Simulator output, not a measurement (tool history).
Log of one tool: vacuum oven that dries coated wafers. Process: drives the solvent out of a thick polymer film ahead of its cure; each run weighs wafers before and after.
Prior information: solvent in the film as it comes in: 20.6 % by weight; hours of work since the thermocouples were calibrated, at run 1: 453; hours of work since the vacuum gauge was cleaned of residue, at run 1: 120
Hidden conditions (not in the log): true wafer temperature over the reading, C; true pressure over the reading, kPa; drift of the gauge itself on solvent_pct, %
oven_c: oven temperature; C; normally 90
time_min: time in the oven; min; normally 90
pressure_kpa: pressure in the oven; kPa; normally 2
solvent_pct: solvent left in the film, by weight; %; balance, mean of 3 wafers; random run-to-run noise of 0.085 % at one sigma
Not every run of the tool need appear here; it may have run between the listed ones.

| run | day | oven_c | time_min | pressure_kpa | hours of work since the thermocouples were calibrated | hours of work since the vacuum gauge was cleaned of residue | solvent_pct |
|---|---|---|---|---|---|---|---|
| 1 | 0 | 90 | 90 | 2 | 453 | 120 | 7.11 |
| 2 | 1.688 | 90 | 90 | 2 | 476 | 144 | 7.06 |
| 3 | 3.225 | 90 | 90 | 2 | 498 | 165 | 7.2 |
| 4 | 4.292 | 90 | 58 | 2 | 513 | 180 | 9.33 |
| 5 | 6.058 | 90 | 58 | 2 | 538 | 205 | 9.33 |
| 6 | 7.717 | 90 | 58 | 2 | 561 | 228 | 9.38 |
| 7 | 8.829 | 90 | 58 | 2 | 576 | 244 | 9.55 |
| 8 | 10.521 | 90 | 58 | 2 | 600 | 267 | 9.33 |
| 9 | 12.292 | 90 | 58 | 2 | 625 | 292 | 9.55 |
| 10 | 13.288 | 90 | 58 | 2 | 639 | 306 | 9.33 |
| 11 | 14.133 | 90 | 90 | 5.12 | 651 | 318 | 10.46 |
| 12 | 15.633 | 90 | 90 | 5.12 | 672 | 339 | 10.47 |
| 13 | 16.9 | 90 | 90 | 5.12 | 689 | 357 | 10.55 |
| 14 | 18.6 | 90 | 90 | 2 | 713 | 381 | 7.33 |
| 15 | 19.538 | 90 | 90 | 2 | 726 | 394 | 7.22 |
| 16 | 20.925 | 90 | 90 | 2 | 746 | 413 | 7.32 |
| 17 | 22.471 | 90 | 102 | 2 | 767 | 435 | 6.56 |
| 18 | 23.575 | 90 | 102 | 2 | 783 | 450 | 6.77 |
| 19 | 24.517 | 90 | 90 | 3.2 | 796 | 463 | 8.72 |
| 20 | 25.85 | 90 | 90 | 3.2 | 815 | 482 | 8.26 |
| 21 | 27.142 | 90 | 90 | 3.2 | 833 | 500 | 8.61 |
| 22 | 28.842 | 86 | 90 | 2 | 856 | 524 | 9.31 |
| 23 | 30.212 | 86 | 90 | 2 | 876 | 543 | 9.06 |
|  | 30.408 | oven's thermocouples calibrated |
| 24 | 31.608 | 90 | 93 | 2 | 17 | 561 | 7.07 |
| 25 | 32.558 | 94 | 90 | 2 | 30 | 575 | 5.73 |
| 26 | 34.188 | 87 | 90 | 1.17 | 53 | 597 | 8.01 |
| 27 | 35.067 | 87 | 90 | 1.03 | 65 | 610 | 7.65 |
|  | 36.442 | oven's thermocouples calibrated, once more |
| 28 | 36.829 | 105 | 48 | 2.47 | 5 | 633 | 4.64 |
| 29 | 38.454 | 105 | 48 | 2.47 | 28 | 656 | 4.66 |
| 30 | 39.179 | 85 | 90 | 7.58 | 38 | 666 | 15.6 |
| 31 | 40.671 | 90 | 69 | 5.85 | 59 | 687 | 12.16 |
| 32 | 41.421 | 103 | 116 | 1.34 | 70 | 698 | 1.73 |
| 33 | 42.662 | 98 | 45 | 2.06 | 87 | 715 | 7.68 |
| 34 | 44.071 | 98 | 45 | 2.06 | 107 | 735 | 7.65 |
| 35 | 44.829 | 98 | 126 | 4.54 | 117 | 745 | 5.53 |
| 36 | 45.733 | 92 | 126 | 5.26 | 130 | 758 | 8.65 |
| 37 | 46.625 | 92 | 126 | 5.26 | 142 | 770 | 8.66 |

What does the tool deliver on the next run?
| 38 | 48.392 | 96 | 101 | 1.69 | 167 | 795 | ? |

solvent_pct: 4.12 %
Take away the tool's hidden state, keep the run-to-run variation as it was, and the same run would have given solvent_pct 3.63 %.
